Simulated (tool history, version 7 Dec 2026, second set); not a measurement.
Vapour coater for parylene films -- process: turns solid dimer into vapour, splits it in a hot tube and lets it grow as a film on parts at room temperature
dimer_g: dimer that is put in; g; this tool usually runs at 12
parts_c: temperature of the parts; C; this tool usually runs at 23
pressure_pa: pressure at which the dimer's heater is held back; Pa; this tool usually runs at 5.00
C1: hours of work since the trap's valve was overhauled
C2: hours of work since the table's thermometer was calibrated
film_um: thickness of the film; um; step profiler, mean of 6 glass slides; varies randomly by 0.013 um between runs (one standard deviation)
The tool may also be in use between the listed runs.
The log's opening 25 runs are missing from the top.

{"run": 26, "hour": 1182.1, "dimer_g": 12, "parts_c": 30, "pressure_pa": 5.0, "C1": 154, "C2": 895, "film_um": 2.26}
{"run": 27, "hour": 1208.3, "dimer_g": 10, "parts_c": 30, "pressure_pa": 5.0, "C1": 166, "C2": 906, "film_um": 1.89}
{"run": 28, "hour": 1254.1, "dimer_g": 17, "parts_c": 19, "pressure_pa": 3.33, "C1": 185, "C2": 926, "film_um": 4.9}
{"hour": 1280.8, "done": "table's thermometer calibrated"}
{"run": 29, "hour": 1299.0, "dimer_g": 12, "parts_c": 19, "pressure_pa": 2.52, "C1": 204, "C2": 8, "film_um": 3.68}
{"run": 30, "hour": 1324.6, "dimer_g": 12, "parts_c": 19, "pressure_pa": 2.52, "C1": 215, "C2": 19, "film_um": 3.66}
{"run": 31, "hour": 1367.6, "dimer_g": 12, "parts_c": 19, "pressure_pa": 2.52, "C1": 234, "C2": 37, "film_um": 3.67}
{"run": 32, "hour": 1401.7, "dimer_g": 10, "parts_c": 18, "pressure_pa": 5.05, "C1": 248, "C2": 52, "film_um": 2.77}
{"run": 33, "hour": 1436.0, "dimer_g": 7, "parts_c": 21, "pressure_pa": 9.72, "C1": 263, "C2": 67, "film_um": 1.57}

Run 34 comes next. What will it give?
{"run": 34, "hour": 1480.5, "dimer_g": 9, "parts_c": 21, "pressure_pa": 3.82, "C1": 282, "C2": 86, "film_um": "?"}

{"run 34": {"film_um": 2.4}}
Without the tool's hidden state the same run would have given film_um 2.35 um.

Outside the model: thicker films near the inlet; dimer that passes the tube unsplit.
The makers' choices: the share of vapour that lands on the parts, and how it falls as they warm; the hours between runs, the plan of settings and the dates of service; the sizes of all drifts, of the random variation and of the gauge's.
